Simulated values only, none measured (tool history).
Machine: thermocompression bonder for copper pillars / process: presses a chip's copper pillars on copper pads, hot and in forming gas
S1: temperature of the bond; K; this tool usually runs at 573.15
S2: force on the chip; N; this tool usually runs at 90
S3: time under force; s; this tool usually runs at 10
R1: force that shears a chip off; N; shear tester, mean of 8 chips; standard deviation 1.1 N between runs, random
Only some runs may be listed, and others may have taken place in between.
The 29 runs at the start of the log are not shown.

run	hour	S1	S2	S3	R1
30	659.1	595.15	131	7	120.4
31	690.4	595.15	131	7	120.8
32	720.5	572.15	117	6	88.1
33	745.0	572.15	117	6	87.9
34	758.0	557.15	78	10	55.2
# hour 760.3: forming gas filter changed
35	788.0	557.15	78	10	62.1
36	815.5	569.15	95	7	78.2
37	835.5	573.15	90	7	76.9
38	865.5	550.15	90	13	69.6
39	886.3	603.15	59	15	90.6
40	917.5	603.15	59	15	90.5
41	945.2	592.15	90	10	103.3

Below are 3 alternative next runs, each starting from the tool's condition after run 41. Predict each:
A	973.7	582.15	74	9	?
B	973.7	592.15	85	10	?
C	973.7	584.15	65	10	?

run	R1
A	75.7
B	98.0
C	68.9
Without the tool's hidden state the same runs would have given:
run	R1
A	84.7
B	107.6
C	77.4

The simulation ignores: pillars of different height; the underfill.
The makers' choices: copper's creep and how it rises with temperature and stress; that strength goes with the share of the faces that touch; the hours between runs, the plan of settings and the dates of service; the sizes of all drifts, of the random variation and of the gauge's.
